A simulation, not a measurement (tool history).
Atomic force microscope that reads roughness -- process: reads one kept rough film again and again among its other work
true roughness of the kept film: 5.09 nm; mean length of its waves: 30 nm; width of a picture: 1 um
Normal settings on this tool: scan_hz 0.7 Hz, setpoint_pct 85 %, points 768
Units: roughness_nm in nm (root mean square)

run   hour  scan_hz  setpoint_pct  points  roughness_nm
  1      0      0.7            85     768         2.808
  2   13.1    3.361            85     768         2.371
  3   39.7    3.361            87     768          2.17
  4   62.2    3.361            87     768         2.085
  5     82      0.7            85     259         2.335
  6  103.4      0.7            85     768         2.292
     111.7  -- new tip fitted
  7  116.7      0.7            85     768         3.927
  8  132.7      0.7            85     309         3.701
  9  152.8      0.7            75     768         3.597
 10  165.5      0.7            75     768         3.475
 11  178.1      0.7            75     768         3.368
 12  199.8    3.633            75     768         2.884
 13  226.8    3.633            75     768         2.754
 14  239.9    0.945            85     768         2.851
 15  255.6    0.945            85     768         2.767
 16  280.9    0.945            85     768         2.626
 17  292.6      0.7            85     835         2.604
 18  316.6      0.7            85     768         2.485
 19  332.6      0.7            85     768         2.412
     342.6  -- new tip fitted
 20  356.5      0.7            85     768         3.783
     359.4  -- height scale calibrated on a step standard
 21  380.2      0.7            85     768         3.572
 22  403.1    1.283            85     768         3.263
 23  418.5    1.283            85     287         3.082
 24  444.4    1.283            85     854         2.914
 25  464.2      0.7            70     768         2.968
     470.1  -- height scale calibrated on a step standard, once more
 26  487.1      0.7            85     768         2.758
 27  498.3      0.7            85     768         2.695
 28  522.8    0.509            64     844         2.654
 29  539.5      0.7            57     971         2.575
 30    563    2.474            87     768         2.111
     576.2  -- new tip fitted
 31  578.3    0.637            79     438         3.963
 32  593.5    0.637            79     438         3.772
 33  613.8    0.637            77     438         3.621
 34  626.5    0.613            86     868          3.46
 35  638.3    0.668            57     469         3.455
 36  653.5    1.826            57     548         3.286
 37    676      0.7            86     768         3.064
 38  700.2    2.541            58     661         2.927
 39  720.9    2.541            70     439         2.697
 40  741.1    3.497            58     439         2.671
 41  768.7      0.7            86     800         2.537
 42    782    0.755            69     465         2.519
 43  793.3    3.515            89     494         1.989
     807.4  -- new tip fitted
 44  810.6    3.515            76     494         3.497
 45  829.7    3.515            58     871         3.642
 46  852.5     0.98            68     768         3.472
 47  865.6     2.42            85     768             3
 48  884.8     2.42            85     768         2.895
 49    908    3.344            85     768         2.616
 50  925.2    3.344            85     768         2.525
 51  945.2    0.505            85     768         2.813

What would each run have given without the hidden state, its run-to-run variation left as it was?
Hidden conditions of the tool in this case: radius of the tip, nm; height scale over the true one, %; drift of the gauge itself on roughness_nm, %.
run  roughness_nm
  1         3.982
  2         3.462
  3         3.364
  4         3.361
  5         3.898
  6         3.978
  7         3.996
  8         3.934
  9          4.04
 10         4.037
 11         4.057
 12         3.649
 13         3.684
 14         3.933
 15         3.933
 16         3.928
 17         3.983
 18         3.976
 19          3.98
 20         3.993
 21         3.995
 22         3.869
 23         3.809
 24         3.836
 25          4.07
 26         3.989
 27         3.978
 28         4.132
 29          4.14
 30         3.551
 31         4.034
 32         3.996
 33         4.045
 34         3.997
 35         4.114
 36         4.043
 37         3.971
 38         4.006
 39         3.856
 40         3.983
 41         3.977
 42         4.056
 43         3.278
 44         3.632
 45         3.975
 46         4.036
 47         3.604
 48          3.64
 49         3.457
 50         3.468
 51         4.034
